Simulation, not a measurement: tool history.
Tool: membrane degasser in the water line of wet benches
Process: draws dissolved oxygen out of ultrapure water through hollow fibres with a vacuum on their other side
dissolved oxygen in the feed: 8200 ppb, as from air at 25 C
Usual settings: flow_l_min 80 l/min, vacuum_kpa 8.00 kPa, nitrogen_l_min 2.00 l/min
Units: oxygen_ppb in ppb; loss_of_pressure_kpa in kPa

Run 1, hour 0.0: usual settings. Result: oxygen_ppb 369.1 ppb, loss_of_pressure_kpa 37.00 kPa.
Run 2, hour 156.2: usual settings. Result: oxygen_ppb 373.8 ppb, loss_of_pressure_kpa 36.61 kPa.
Run 3, hour 286.7: usual settings. Result: oxygen_ppb 378.2 ppb, loss_of_pressure_kpa 37.07 kPa.
Run 4, hour 522.3: usual settings but vacuum_kpa 11.87 kPa. Result: oxygen_ppb 664.4 ppb, loss_of_pressure_kpa 36.94 kPa.
Run 5, hour 643.2: usual settings but nitrogen_l_min 2.12 l/min. Result: oxygen_ppb 355.5 ppb, loss_of_pressure_kpa 37.16 kPa.
Run 6, hour 846.5: usual settings but nitrogen_l_min 2.12 l/min. Result: oxygen_ppb 359.0 ppb, loss_of_pressure_kpa 36.99 kPa.
Run 7, hour 1024.6: usual settings. Result: oxygen_ppb 372.8 ppb, loss_of_pressure_kpa 37.27 kPa.
Run 8, hour 1203.7: usual settings. Result: oxygen_ppb 369.9 ppb, loss_of_pressure_kpa 37.14 kPa.
Run 9, hour 1363.3: usual settings. Result: oxygen_ppb 368.1 ppb, loss_of_pressure_kpa 36.97 kPa.
Run 10, hour 1585.3: usual settings. Result: oxygen_ppb 375.9 ppb, loss_of_pressure_kpa 37.35 kPa.
Run 11, hour 1824.4: usual settings. Result: oxygen_ppb 367.2 ppb, loss_of_pressure_kpa 37.52 kPa.
Run 12, hour 1992.1: usual settings. Result: oxygen_ppb 377.3 ppb, loss_of_pressure_kpa 37.49 kPa.
Run 13, hour 2201.6: usual settings. Result: oxygen_ppb 374.2 ppb, loss_of_pressure_kpa 37.18 kPa.
Run 14, hour 2324.6: usual settings. Result: oxygen_ppb 369.8 ppb, loss_of_pressure_kpa 37.75 kPa.
Run 15, hour 2454.9: usual settings. Result: oxygen_ppb 375.0 ppb, loss_of_pressure_kpa 37.53 kPa.
Run 16, hour 2682.1: usual settings. Result: oxygen_ppb 372.7 ppb, loss_of_pressure_kpa 37.55 kPa.
Run 17, hour 2780.3: usual settings but flow_l_min 81 l/min, vacuum_kpa 19.06 kPa, nitrogen_l_min 4.54 l/min. Result: oxygen_ppb 602.2 ppb, loss_of_pressure_kpa 37.96 kPa.
Run 18, hour 2945.4: usual settings but flow_l_min 81 l/min, vacuum_kpa 19.06 kPa, nitrogen_l_min 4.54 l/min. Result: oxygen_ppb 603.3 ppb, loss_of_pressure_kpa 38.19 kPa.
At hour 3034.1: seals of the vacuum lines changed.
Run 19, hour 3113.7: usual settings but vacuum_kpa 7.46 kPa, nitrogen_l_min 5.23 l/min. Result: oxygen_ppb 148.3 ppb, loss_of_pressure_kpa 37.89 kPa.
Run 20, hour 3340.5: usual settings but flow_l_min 57 l/min, vacuum_kpa 9.75 kPa, nitrogen_l_min 1.49 l/min. Result: oxygen_ppb 490.2 ppb, loss_of_pressure_kpa 26.67 kPa.
Run 21, hour 3480.0: usual settings but flow_l_min 57 l/min, vacuum_kpa 9.75 kPa, nitrogen_l_min 1.49 l/min. Result: oxygen_ppb 476.2 ppb, loss_of_pressure_kpa 26.88 kPa.
At hour 3522.1: gauge calibrated.
Run 22, hour 3688.3: usual settings but flow_l_min 65 l/min, vacuum_kpa 11.15 kPa, nitrogen_l_min 3.70 l/min. Result: oxygen_ppb 304.1 ppb, loss_of_pressure_kpa 29.80 kPa.
Run 23, hour 3875.2: usual settings but flow_l_min 65 l/min, vacuum_kpa 11.15 kPa, nitrogen_l_min 3.70 l/min. Result: oxygen_ppb 298.7 ppb, loss_of_pressure_kpa 30.07 kPa.
Run 24, hour 4059.8: usual settings but flow_l_min 65 l/min, vacuum_kpa 16.11 kPa, nitrogen_l_min 1.06 l/min. Result: oxygen_ppb 1272.9 ppb, loss_of_pressure_kpa 30.09 kPa.
Run 25, hour 4199.1: usual settings but flow_l_min 83 l/min, vacuum_kpa 12.32 kPa. Result: oxygen_ppb 711.5 ppb, loss_of_pressure_kpa 38.11 kPa.
Run 26, hour 4428.0: usual settings but flow_l_min 83 l/min, vacuum_kpa 12.32 kPa. Result: oxygen_ppb 695.0 ppb, loss_of_pressure_kpa 38.57 kPa.
Run 27, hour 4588.8: usual settings but flow_l_min 83 l/min, vacuum_kpa 5.43 kPa, nitrogen_l_min 2.40 l/min. Result: oxygen_ppb 160.3 ppb, loss_of_pressure_kpa 38.71 kPa.
At hour 4676.7: vacuum gauge calibrated.
Run 28, hour 4737.5: usual settings but flow_l_min 82 l/min, vacuum_kpa 5.43 kPa, nitrogen_l_min 1.91 l/min. Result: oxygen_ppb 185.7 ppb, loss_of_pressure_kpa 37.95 kPa.
Run 29, hour 4938.2: usual settings but vacuum_kpa 6.42 kPa, nitrogen_l_min 3.35 l/min. Result: oxygen_ppb 170.0 ppb, loss_of_pressure_kpa 37.35 kPa.
Run 30, hour 5069.9: usual settings but vacuum_kpa 7.90 kPa. Result: oxygen_ppb 362.3 ppb, loss_of_pressure_kpa 37.16 kPa.
Run 31, hour 5282.0: usual settings but flow_l_min 123 l/min, vacuum_kpa 10.09 kPa. Result: oxygen_ppb 724.7 ppb, loss_of_pressure_kpa 57.45 kPa.
Run 32, hour 5514.4: usual settings but flow_l_min 56 l/min, nitrogen_l_min 1.27 l/min. Result: oxygen_ppb 408.1 ppb, loss_of_pressure_kpa 26.45 kPa.

Forecast each of these 3 alternatives for the next run:
Run A, hour 5627.5: usual settings but flow_l_min 111 l/min, vacuum_kpa 13.71 kPa, nitrogen_l_min 2.27 l/min. Result: oxygen_ppb ?, loss_of_pressure_kpa ?.
Run B, hour 5627.5: usual settings but flow_l_min 98 l/min, nitrogen_l_min 1.27 l/min. Result: oxygen_ppb ?, loss_of_pressure_kpa ?.
Run C, hour 5627.5: usual settings but flow_l_min 56 l/min, vacuum_kpa 13.05 kPa, nitrogen_l_min 1.27 l/min. Result: oxygen_ppb ?, loss_of_pressure_kpa ?.

run  oxygen_ppb  loss_of_pressure_kpa
  A       905.0                 51.99
  B       587.6                 46.15
  C       780.8                 26.33
Without the tool's hidden state the same runs would have given:
run  oxygen_ppb  loss_of_pressure_kpa
  A       904.8                 51.15
  B       587.4                 45.41
  C       780.7                 25.90
